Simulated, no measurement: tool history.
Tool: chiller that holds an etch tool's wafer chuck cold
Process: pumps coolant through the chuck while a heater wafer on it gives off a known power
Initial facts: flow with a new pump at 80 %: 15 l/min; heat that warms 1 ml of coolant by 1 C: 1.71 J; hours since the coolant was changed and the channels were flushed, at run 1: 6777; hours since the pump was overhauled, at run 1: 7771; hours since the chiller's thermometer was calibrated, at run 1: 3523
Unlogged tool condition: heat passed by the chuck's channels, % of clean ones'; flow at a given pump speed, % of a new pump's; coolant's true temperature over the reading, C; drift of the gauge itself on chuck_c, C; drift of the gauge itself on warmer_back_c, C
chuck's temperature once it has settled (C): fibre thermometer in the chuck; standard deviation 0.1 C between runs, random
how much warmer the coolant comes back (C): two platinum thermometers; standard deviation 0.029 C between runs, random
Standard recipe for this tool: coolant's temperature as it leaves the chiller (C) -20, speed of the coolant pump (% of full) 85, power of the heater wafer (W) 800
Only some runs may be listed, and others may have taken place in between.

| run | hour | coolant's temperature as it leaves the chiller (C) | speed of the coolant pump (% of full) | power of the heater wafer (W) | hours since the coolant was changed and the channels were flushed | hours since the pump was overhauled | hours since the chiller's thermometer was calibrated | chuck's temperature once it has settled (C) | how much warmer the coolant comes back (C) |
|---|---|---|---|---|---|---|---|---|---|
| 1 | 0.0 | -20 | 85 | 800 | 6777 | 7771 | 3523 | -12.7 | 1.78 |
| 2 | 86.2 | -20 | 85 | 800 | 6863 | 7857 | 3609 | -12.7 | 1.73 |
|  | 126.7 | coolant changed, channels flushed |
| 3 | 262.4 | -20 | 85 | 800 | 136 | 8027 | 3779 | -12.6 | 1.78 |
| 4 | 453.8 | -20 | 68 | 800 | 327 | 8219 | 3971 | -11.1 | 2.24 |
| 5 | 625.5 | -20 | 63 | 800 | 499 | 8391 | 4143 | -10.6 | 2.44 |
| 6 | 769.7 | -20 | 63 | 800 | 643 | 8535 | 4287 | -10.7 | 2.41 |
| 7 | 934.3 | -20 | 63 | 800 | 808 | 8699 | 4451 | -10.6 | 2.50 |
| 8 | 1029.2 | -20 | 63 | 800 | 902 | 8794 | 4546 | -10.5 | 2.43 |
| 9 | 1178.6 | -20 | 85 | 800 | 1052 | 8944 | 4696 | -12.4 | 1.79 |
| 10 | 1339.6 | -20 | 85 | 800 | 1213 | 9105 | 4857 | -12.3 | 1.74 |
| 11 | 1541.1 | -20 | 85 | 800 | 1414 | 9306 | 5058 | -12.6 | 1.78 |
| 12 | 1644.4 | -20 | 85 | 800 | 1518 | 9409 | 5161 | -12.6 | 1.76 |
| 13 | 1798.3 | -20 | 85 | 800 | 1672 | 9563 | 5315 | -12.5 | 1.79 |
| 14 | 1981.6 | -20 | 85 | 800 | 1855 | 9747 | 5499 | -12.5 | 1.79 |
|  | 2035.2 | chiller's thermometer calibrated |
| 15 | 2138.8 | -20 | 85 | 800 | 2011 | 9903 | 104 | -12.6 | 1.72 |
| 16 | 2331.4 | -20 | 85 | 800 | 2204 | 10095 | 296 | -12.7 | 1.77 |
| 17 | 2463.8 | -17 | 78 | 800 | 2336 | 10228 | 429 | -9.0 | 1.93 |
| 18 | 2565.7 | -17 | 78 | 800 | 2438 | 10330 | 531 | -9.0 | 1.90 |
| 19 | 2766.4 | -19 | 85 | 800 | 2639 | 10530 | 731 | -11.6 | 1.78 |
| 20 | 2861.3 | -19 | 85 | 800 | 2734 | 10625 | 826 | -11.6 | 1.77 |
| 21 | 3051.0 | -19 | 85 | 800 | 2923 | 10815 | 1016 | -11.7 | 1.75 |
| 22 | 3198.1 | -15 | 64 | 612 | 3070 | 10962 | 1163 | -7.7 | 1.84 |
| 23 | 3346.7 | -16 | 60 | 464 | 3219 | 11111 | 1312 | -10.6 | 1.53 |
| 24 | 3485.0 | -16 | 60 | 464 | 3357 | 11249 | 1450 | -10.3 | 1.53 |
| 25 | 3600.4 | -13 | 77 | 480 | 3473 | 11364 | 1565 | -8.1 | 1.16 |
| 26 | 3698.2 | -13 | 86 | 927 | 3570 | 11462 | 1663 | -4.3 | 2.02 |
| 27 | 3831.9 | -13 | 86 | 927 | 3704 | 11596 | 1797 | -4.4 | 2.04 |
| 28 | 3966.4 | -19 | 86 | 434 | 3839 | 11730 | 1931 | -15.0 | 0.86 |
| 29 | 4127.8 | -16 | 65 | 610 | 4000 | 11892 | 2093 | -9.0 | 1.79 |
| 30 | 4251.3 | -20 | 95 | 1119 | 4124 | 12015 | 2216 | -10.5 | 2.14 |
| 31 | 4410.3 | -20 | 95 | 1119 | 4283 | 12174 | 2375 | -10.4 | 2.14 |
| 32 | 4524.2 | -22 | 95 | 832 | 4396 | 12288 | 2489 | -14.9 | 1.64 |

Entry by entry between the runs, the difference in hidden state between the last listed run before and the first listed run after:
Run 2 -> run 3: coolant changed, channels flushed (hour 126.7)
  heat passed by the chuck's channels, % of clean ones': 99.6 -> 100
Run 14 -> run 15: chiller's thermometer calibrated (hour 2035.2)
  coolant's true temperature over the reading, C: 0.01 -> 0

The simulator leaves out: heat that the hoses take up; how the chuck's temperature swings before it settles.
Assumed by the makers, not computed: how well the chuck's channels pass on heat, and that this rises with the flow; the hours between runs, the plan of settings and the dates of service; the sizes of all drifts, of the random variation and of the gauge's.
